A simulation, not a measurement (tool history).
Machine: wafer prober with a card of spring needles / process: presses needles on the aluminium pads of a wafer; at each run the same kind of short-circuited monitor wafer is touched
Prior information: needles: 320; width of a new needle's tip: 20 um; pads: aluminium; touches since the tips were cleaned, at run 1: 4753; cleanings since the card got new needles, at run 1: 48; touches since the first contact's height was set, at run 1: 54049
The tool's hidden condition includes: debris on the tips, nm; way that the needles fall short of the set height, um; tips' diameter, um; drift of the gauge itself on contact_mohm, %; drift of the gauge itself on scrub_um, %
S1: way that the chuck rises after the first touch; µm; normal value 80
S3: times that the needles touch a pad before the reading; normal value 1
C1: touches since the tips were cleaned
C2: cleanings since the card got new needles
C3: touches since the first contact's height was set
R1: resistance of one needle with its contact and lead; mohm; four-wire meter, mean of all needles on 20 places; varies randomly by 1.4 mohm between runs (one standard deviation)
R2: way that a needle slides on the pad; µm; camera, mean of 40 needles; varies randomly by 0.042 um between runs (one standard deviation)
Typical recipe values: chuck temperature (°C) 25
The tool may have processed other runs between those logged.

Run 1, hour 0: usual settings; C1 4753; C2 48; C3 54049. Result: R1 167 mohm, R2 15.4 µm.
At hour 9.2: tips cleaned on abrasive film.
Run 2, hour 30: usual settings; C1 7951; C2 49; C3 65465. Result: R1 171 mohm, R2 15.47 µm.
At hour 33: tips cleaned on abrasive film.
Run 3, hour 52.1: usual settings; C1 7282; C2 50; C3 73871. Result: R1 174 mohm, R2 15.4 µm.
At hour 55.2: tips cleaned on abrasive film.
At hour 77.1: tips cleaned on abrasive film.
Run 4, hour 89.4: usual settings but S3 3; C1 4707; C2 52; C3 88064. Result: R1 140 mohm, R2 15.38 µm.
At hour 101.1: tips cleaned on abrasive film.
Run 5, hour 120.3: usual settings but S3 3; C1 7329; C2 53; C3 99838. Result: R1 142 mohm, R2 15.44 µm.
At hour 124.6: tips cleaned on abrasive film.
At hour 148.5: tips cleaned on abrasive film.
Run 6, hour 157.1: usual settings but S3 3; C1 3290; C2 55; C3 113829. Result: R1 141 mohm, R2 15.29 µm.
At hour 172.7: tips cleaned on abrasive film.
Run 7, hour 186.2: usual settings but S3 3; C1 5133; C2 56; C3 124899. Result: R1 143 mohm, R2 15.34 µm.
At hour 194.8: tips cleaned on abrasive film.
At hour 218: tips cleaned on abrasive film.
Run 8, hour 222.5: usual settings but S1 73 µm; C1 1727; C2 58; C3 138724. Result: R1 151 mohm, R2 13.92 µm.
At hour 242.1: tips cleaned on abrasive film.
Run 9, hour 249.8: usual settings but S1 73 µm; C1 2938; C2 59; C3 149101. Result: R1 166 mohm, R2 13.89 µm.
At hour 263.9: tips cleaned on abrasive film.
Run 10, hour 271.6: usual settings but S1 84 µm; C1 2921; C2 60; C3 157391. Result: R1 157 mohm, R2 15.95 µm.
At hour 287.9: tips cleaned on abrasive film.
Run 11, hour 288.4: usual settings but S1 71 µm; C1 215; C2 61; C3 163793. Result: R1 138 mohm, R2 13.5 µm.
At hour 309.4: tips cleaned on abrasive film.
Run 12, hour 326.5: usual settings but chuck temperature (°C) 90; C1 6530; C2 62; C3 178324. Result: R1 179 mohm, R2 15.19 µm.
At hour 332.5: tips cleaned on abrasive film.
At hour 355: tips cleaned on abrasive film.
Run 13, hour 358: usual settings but chuck temperature (°C) 90; C1 1155; C2 64; C3 190280. Result: R1 151 mohm, R2 15.15 µm.
At hour 367: height of the first contact set anew.
At hour 379: tips cleaned on abrasive film.
Run 14, hour 392.9: usual settings but chuck temperature (°C) 90; C1 5305; C2 65; C3 9859. Result: R1 174 mohm, R2 15.57 µm.
At hour 402.6: tips cleaned on abrasive film.
At hour 424.3: tips cleaned on abrasive film.
Run 15, hour 430.1: usual settings but chuck temperature (°C) 90; C1 2219; C2 67; C3 24004. Result: R1 163 mohm, R2 15.51 µm.
At hour 447.5: tips cleaned on abrasive film.
Run 16, hour 458: usual settings but chuck temperature (°C) 90; C1 4031; C2 68; C3 34639. Result: R1 172 mohm, R2 15.57 µm.
At hour 471: tips cleaned on abrasive film.
Run 17, hour 481.1: usual settings but S1 97 µm; C1 3850; C2 69; C3 43423. Result: R1 153 mohm, R2 18.82 µm.
At hour 493.4: tips cleaned on abrasive film.
At hour 515.2: tips cleaned on abrasive film.
Run 18, hour 520.3: usual settings but S1 94 µm, chuck temperature (°C) 42, S3 3; C1 1922; C2 71; C3 58323. Result: R1 137 mohm, R2 18.27 µm.
At hour 538.5: tips cleaned on abrasive film.
Run 19, hour 555.8: usual settings but S1 94 µm, chuck temperature (°C) 42, S3 3; C1 6626; C2 72; C3 71865. Result: R1 140 mohm, R2 18.09 µm.
At hour 562.5: tips cleaned on abrasive film.
Run 20, hour 583.7: usual settings but S1 94 µm, chuck temperature (°C) 42, S3 3; C1 8095; C2 73; C3 82479. Result: R1 144 mohm, R2 18.1 µm.
At hour 586.3: tips cleaned on abrasive film.
Run 21, hour 605.9: usual settings but S1 94 µm, chuck temperature (°C) 42, S3 3; C1 7501; C2 74; C3 90954. Result: R1 142 mohm, R2 18.18 µm.
At hour 609.6: tips cleaned on abrasive film.
At hour 631.3: tips cleaned on abrasive film.
Run 22, hour 633.9: usual settings but chuck temperature (°C) 56, S3 2; C1 1002; C2 76; C3 101569. Result: R1 145 mohm, R2 15.42 µm.
At hour 653: tips cleaned on abrasive film.
Run 23, hour 654.1: usual settings but chuck temperature (°C) 56, S3 2; C1 422; C2 77; C3 109263. Result: R1 139 mohm, R2 15.31 µm.
At hour 676.1: tips cleaned on abrasive film.
Run 24, hour 680.7: usual settings but S1 64 µm, chuck temperature (°C) 47, S3 2; C1 1769; C2 78; C3 119390. Result: R1 152 mohm, R2 12.18 µm.
At hour 699: tips cleaned on abrasive film.
Run 25, hour 712.9: usual settings but S1 63 µm, chuck temperature (°C) 47; C1 5325; C2 79; C3 131651. Result: R1 199 mohm, R2 11.99 µm.
At hour 720.9: tips cleaned on abrasive film.
At hour 744.3: tips cleaned on abrasive film.
Run 26, hour 744.3: usual settings but S1 66 µm, chuck temperature (°C) 47; C1 0; C2 81; C3 143591. Result: R1 138 mohm, R2 12.52 µm.
Run 27, hour 765.5: usual settings but S1 78 µm, chuck temperature (°C) 28; C1 8083; C2 81; C3 151674. Result: R1 178 mohm, R2 14.84 µm.
At hour 769: tips cleaned on abrasive film.
At hour 792.2: tips cleaned on abrasive film.
Run 28, hour 805.4: usual settings but S1 84 µm, chuck temperature (°C) 31, S3 2; C1 5035; C2 83; C3 166833. Result: R1 150 mohm, R2 16.13 µm.
At hour 815.5: tips cleaned on abrasive film.
Run 29, hour 835.4: usual settings but S1 69 µm, chuck temperature (°C) 42, S3 2; C1 7616; C2 84; C3 178282. Result: R1 170 mohm, R2 13 µm.
At hour 837.3: tips cleaned on abrasive film.
Run 30, hour 853.4: usual settings; C1 6166; C2 85; C3 185130. Result: R1 176 mohm, R2 15.08 µm.
At hour 860.6: tips cleaned on abrasive film.
At hour 874.4: height of the first contact set anew.
At hour 885.4: tips cleaned on abrasive film.
Run 31, hour 888.8: usual settings but S1 83 µm, chuck temperature (°C) 59, S3 2; C1 1281; C2 87; C3 5453. Result: R1 145 mohm, R2 16.26 µm.
Run 32, hour 906.7: usual settings but S1 83 µm, chuck temperature (°C) 59, S3 2; C1 8139; C2 87; C3 12311. Result: R1 157 mohm, R2 16.21 µm.
At hour 908.6: tips cleaned on abrasive film.
At hour 930.6: tips cleaned on abrasive film.
Run 33, hour 941.2: usual settings but S1 70 µm, chuck temperature (°C) 58, S3 2; C1 4066; C2 89; C3 25417. Result: R1 163 mohm, R2 13.62 µm.

Forecast each of these 3 alternatives for the next run:
At hour 953.4: tips cleaned on abrasive film.
Run A, hour 973.9: usual settings but chuck temperature (°C) 28, S3 2; C1 7826; C2 90; C3 37872. Result: R1 ?, R2 ?.
At hour 953.4: tips cleaned on abrasive film.
Run B, hour 973.9: usual settings but S1 99 µm, chuck temperature (°C) 71; C1 7826; C2 90; C3 37872. Result: R1 ?, R2 ?.
At hour 953.4: tips cleaned on abrasive film.
Run C, hour 973.9: usual settings but S1 71 µm, chuck temperature (°C) 47, S3 2; C1 7826; C2 90; C3 37872. Result: R1 ?, R2 ?.

run   R1     R2
  A  159   15.5
  B  167  19.18
  C  169  13.77
What these runs would have given with no unlogged condition in the tool:
run   R1     R2
  A  129  15.58
  B  134  19.26
  C  134  13.85
